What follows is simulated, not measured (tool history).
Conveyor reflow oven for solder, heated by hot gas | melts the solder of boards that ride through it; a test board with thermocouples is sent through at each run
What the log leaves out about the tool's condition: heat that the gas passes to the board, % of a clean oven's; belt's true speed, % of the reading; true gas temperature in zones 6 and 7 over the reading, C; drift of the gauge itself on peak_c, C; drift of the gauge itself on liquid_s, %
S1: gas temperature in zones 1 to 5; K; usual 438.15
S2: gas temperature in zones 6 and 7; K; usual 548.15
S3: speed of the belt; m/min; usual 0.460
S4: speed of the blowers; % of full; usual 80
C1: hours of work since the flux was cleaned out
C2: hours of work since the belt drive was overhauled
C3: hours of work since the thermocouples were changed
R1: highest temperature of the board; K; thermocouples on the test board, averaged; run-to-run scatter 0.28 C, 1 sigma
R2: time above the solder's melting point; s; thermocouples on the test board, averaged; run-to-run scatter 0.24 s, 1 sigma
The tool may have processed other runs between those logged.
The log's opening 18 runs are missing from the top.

run 19 hour=501.1 | S1=427.15 S2=555.15 S3=0.396 S4=73 | C1=28 C2=641 C3=42 | R1=542.45 R2=86.3
run 20 hour=533.0 | S1=427.15 S2=555.15 S3=0.396 S4=73 | C1=42 C2=655 C3=55 | R1=542.35 R2=86.6
run 21 hour=552.4 | S1=448.15 S2=555.15 S3=0.396 S4=89 | C1=50 C2=663 C3=64 | R1=547.85 R2=97.5
run 22 hour=579.9 | S1=437.15 S2=561.15 S3=0.425 S4=67 | C1=62 C2=675 C3=75 | R1=544.75 R2=84.8
run 23 hour=607.2 | S1=438.15 S2=548.15 S3=0.520 S4=80 | C1=73 C2=686 C3=87 | R1=530.45 R2=61.0
run 24 hour=631.1 | S1=438.15 S2=548.15 S3=0.520 S4=80 | C1=83 C2=696 C3=97 | R1=530.55 R2=60.8
run 25 hour=648.1 | S1=438.15 S2=548.15 S3=0.435 S4=55 | C1=91 C2=704 C3=104 | R1=527.55 R2=70.0
run 26 hour=666.9 | S1=437.15 S2=554.15 S3=0.460 S4=74 | C1=99 C2=712 C3=112 | R1=538.05 R2=74.4
run 27 hour=686.2 | S1=438.15 S2=548.15 S3=0.460 S4=58 | C1=107 C2=720 C3=121 | R1=526.85 R2=65.1
run 28 hour=722.5 | S1=438.15 S2=548.15 S3=0.460 S4=58 | C1=122 C2=735 C3=136 | R1=526.65 R2=64.6

Expected results for the next run?
run 29 hour=754.9 | S1=438.15 S2=548.15 S3=0.460 S4=58 | C1=136 C2=749 C3=150 | R1=? R2=?

Run 29 yielded R1 526.75 K, R2 65.2 s.
The same run, on a tool lacking any hidden state, would have yielded R1 526.75 K, R2 65.2 s.
